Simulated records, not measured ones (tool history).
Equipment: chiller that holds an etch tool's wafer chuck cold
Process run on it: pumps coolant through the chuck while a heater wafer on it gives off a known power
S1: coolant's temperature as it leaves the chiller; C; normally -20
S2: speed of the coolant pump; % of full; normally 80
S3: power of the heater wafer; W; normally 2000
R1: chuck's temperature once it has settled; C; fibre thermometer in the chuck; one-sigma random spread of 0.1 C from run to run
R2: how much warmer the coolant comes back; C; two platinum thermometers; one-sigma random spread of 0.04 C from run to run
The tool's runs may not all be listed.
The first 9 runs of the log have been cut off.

| run | hour | S1 | S2 | S3 | R1 | R2 |
|---|---|---|---|---|---|---|
| 10 | 238.1 | -20 | 80 | 2000 | 2 | 9.12 |
| 11 | 262.1 | -20 | 80 | 2000 | 2.1 | 9.03 |
| 12 | 286.4 | -20 | 80 | 2000 | 1.9 | 9.15 |
| 13 | 313 | -20 | 91 | 2000 | -0.7 | 7.87 |
|  | 340.6 | chiller's thermometer calibrated |
| 14 | 346.2 | -20 | 80 | 2862 | 12.1 | 13.03 |
| 15 | 375.6 | -20 | 80 | 2000 | 2.4 | 9.12 |
| 16 | 399.1 | -20 | 80 | 2000 | 2.5 | 9.17 |
| 17 | 429.2 | -20 | 80 | 2000 | 2.3 | 9.12 |
| 18 | 448.7 | -20 | 80 | 2000 | 2.5 | 9.15 |
| 19 | 480.9 | -18 | 66 | 2794 | 20.5 | 15.88 |
| 20 | 504.3 | -18 | 66 | 2794 | 20.3 | 15.87 |
|  | 512.2 | coolant pump overhauled |
| 21 | 531.1 | -12 | 73 | 1393 | 5.3 | 7.22 |
| 22 | 552.6 | -12 | 73 | 2883 | 24.4 | 14.69 |
| 23 | 582.1 | -12 | 73 | 2883 | 24.3 | 14.75 |
| 24 | 611 | -20 | 80 | 2433 | 7.9 | 11.3 |
| 25 | 644.3 | -26 | 64 | 1086 | -10.5 | 6.51 |
|  | 652.6 | coolant pump overhauled, once more |
| 26 | 685.7 | -26 | 64 | 1086 | -11.1 | 6.21 |
| 27 | 716.3 | -28 | 78 | 1178 | -14.6 | 5.43 |
| 28 | 744.2 | -28 | 78 | 1178 | -14.7 | 5.38 |
| 29 | 762.2 | -28 | 78 | 1178 | -14.6 | 5.36 |
| 30 | 782.1 | -18 | 85 | 1178 | -5.8 | 4.86 |
| 31 | 813.9 | -18 | 85 | 1178 | -5.6 | 4.88 |

4 ways to go on from here, each from the tool as it stands after run 31. What would each give?
| A | 846.7 | -27 | 71 | 1575 | ? | ? |
| B | 846.7 | -18 | 68 | 2328 | ? | ? |
| C | 846.7 | -11 | 61 | 2697 | ? | ? |
| D | 846.7 | -20 | 80 | 2135 | ? | ? |

| run | R1 | R2 |
|---|---|---|
| A | -7.3 | 8.03 |
| B | 12.5 | 12.38 |
| C | 28.6 | 16.26 |
| D | 3.7 | 9.51 |
Had the tool no hidden state, the same runs would have come out as:
| run | R1 | R2 |
|---|---|---|
| A | -8.2 | 8.05 |
| B | 11 | 12.41 |
| C | 26.6 | 16.3 |
| D | 2.5 | 9.53 |
